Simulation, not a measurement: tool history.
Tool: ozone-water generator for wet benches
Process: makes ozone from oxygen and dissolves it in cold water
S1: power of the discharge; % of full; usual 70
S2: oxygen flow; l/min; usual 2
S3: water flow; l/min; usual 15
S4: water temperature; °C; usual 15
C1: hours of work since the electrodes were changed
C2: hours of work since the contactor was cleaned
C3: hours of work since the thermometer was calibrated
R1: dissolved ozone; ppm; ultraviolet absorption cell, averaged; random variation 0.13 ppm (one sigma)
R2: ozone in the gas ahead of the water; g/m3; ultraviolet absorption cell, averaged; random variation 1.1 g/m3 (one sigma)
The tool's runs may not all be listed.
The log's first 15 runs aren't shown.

| run | day | S1 | S2 | S3 | S4 | C1 | C2 | C3 | R1 | R2 |
|---|---|---|---|---|---|---|---|---|---|---|
| 16 | 74.633 | 70 | 2 | 15 | 15 | 2576 | 6788 | 331 | 12.2 | 180.3 |
| 17 | 80.233 | 70 | 2 | 15 | 15 | 2698 | 6910 | 453 | 12 | 178.3 |
| 18 | 86.196 | 70 | 2 | 19 | 15 | 2828 | 7039 | 583 | 9.5 | 178.6 |
|  | 90.571 | water thermometer calibrated, once more |
| 19 | 93.079 | 70 | 2 | 19 | 15 | 2977 | 7189 | 55 | 9.6 | 178.7 |
| 20 | 98.604 | 70 | 2 | 19 | 15 | 3097 | 7309 | 175 | 9.6 | 178.4 |
| 21 | 102.796 | 70 | 2 | 19 | 15 | 3188 | 7400 | 266 | 9.7 | 176.5 |
| 22 | 106.979 | 70 | 2 | 18 | 7 | 3279 | 7491 | 357 | 10.7 | 178.4 |
| 23 | 112.317 | 70 | 1.56 | 13 | 15 | 3395 | 7607 | 473 | 13 | 201.8 |
| 24 | 118.3 | 70 | 1.56 | 13 | 15 | 3526 | 7737 | 603 | 12.7 | 200.9 |
| 25 | 121.921 | 70 | 1.56 | 13 | 15 | 3604 | 7816 | 682 | 12.9 | 200.6 |
| 26 | 126.812 | 70 | 2 | 15 | 19 | 3711 | 7923 | 788 | 11.4 | 177.1 |
| 27 | 130.762 | 70 | 2 | 15 | 19 | 3797 | 8008 | 874 | 11.3 | 175.5 |
| 28 | 135.471 | 50 | 2 | 15 | 19 | 3899 | 8111 | 977 | 9.1 | 142.5 |
| 29 | 140.179 | 70 | 2 | 15 | 15 | 4002 | 8213 | 1079 | 11.6 | 174.9 |
| 30 | 143.267 | 70 | 2 | 15 | 20 | 4069 | 8280 | 1146 | 11 | 174.9 |
| 31 | 147.025 | 40 | 2 | 15 | 9 | 4151 | 8362 | 1228 | 8.7 | 122.8 |
| 32 | 152.371 | 76 | 2.85 | 15 | 15 | 4267 | 8479 | 1344 | 12.9 | 150 |

4 ways to go on from here, each from the tool as it stands after run 32. What would each give?
| A | 157.042 | 81 | 2.85 | 15 | 15 | 4368 | 8580 | 1446 | ? | ? |
| B | 157.042 | 76 | 1.16 | 11 | 14 | 4368 | 8580 | 1446 | ? | ? |
| C | 157.042 | 70 | 2.83 | 9 | 15 | 4368 | 8580 | 1446 | ? | ? |
| D | 157.042 | 76 | 3.13 | 12 | 11 | 4368 | 8580 | 1446 | ? | ? |

| run | R1 | R2 |
|---|---|---|
| A | 13.2 | 158.5 |
| B | 14.3 | 241 |
| C | 18.2 | 144.6 |
| D | 16.5 | 144.9 |
Without the tool's hidden state the same runs would have given:
| run | R1 | R2 |
|---|---|---|
| A | 15.8 | 171.6 |
| B | 16.9 | 260.2 |
| C | 21.3 | 155.5 |
| D | 19.5 | 156.4 |
